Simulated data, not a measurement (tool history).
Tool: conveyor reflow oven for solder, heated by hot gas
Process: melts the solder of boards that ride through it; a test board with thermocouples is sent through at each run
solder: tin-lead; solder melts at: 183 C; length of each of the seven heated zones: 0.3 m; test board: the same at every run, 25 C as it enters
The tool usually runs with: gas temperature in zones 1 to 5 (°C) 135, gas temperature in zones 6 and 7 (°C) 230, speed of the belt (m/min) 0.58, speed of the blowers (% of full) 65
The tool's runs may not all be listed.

run,hour,gas temperature in zones 1 to 5 (°C),gas temperature in zones 6 and 7 (°C),speed of the belt (m/min),speed of the blowers (% of full),highest temperature of the board (°C),time above the solder's melting point (s)
1,0,135,230,0.58,65,208.1,39.2
2,22.9,135,230,0.58,65,208.4,38.6
3,40.8,135,232,0.58,65,210.3,40.1
4,66.9,131,230,0.58,65,207.2,36.6
5,90.9,135,230,0.58,65,207.9,39
6,115.7,135,230,0.58,65,208.3,38.7
7,130.4,135,230,0.58,65,208,38.7
# hour 141.7: thermocouples of zones 6 and 7 changed
8,144.2,135,230,0.58,65,210.3,39.9
9,160.1,135,230,0.486,65,215.7,54.7
# hour 179.8: flux residue cleaned out of gas plates and filters
10,186,135,230,0.58,69,211.8,41.7

Forecast run 11:
11,202.8,143,222,0.649,54,?,?

highest temperature of the board (°C): 198
time above the solder's melting point (s): 25.3
Were there no unlogged condition in the tool, this run, its random variation unchanged, would have produced highest temperature of the board (°C) 197.2, time above the solder's melting point (s) 23.9.

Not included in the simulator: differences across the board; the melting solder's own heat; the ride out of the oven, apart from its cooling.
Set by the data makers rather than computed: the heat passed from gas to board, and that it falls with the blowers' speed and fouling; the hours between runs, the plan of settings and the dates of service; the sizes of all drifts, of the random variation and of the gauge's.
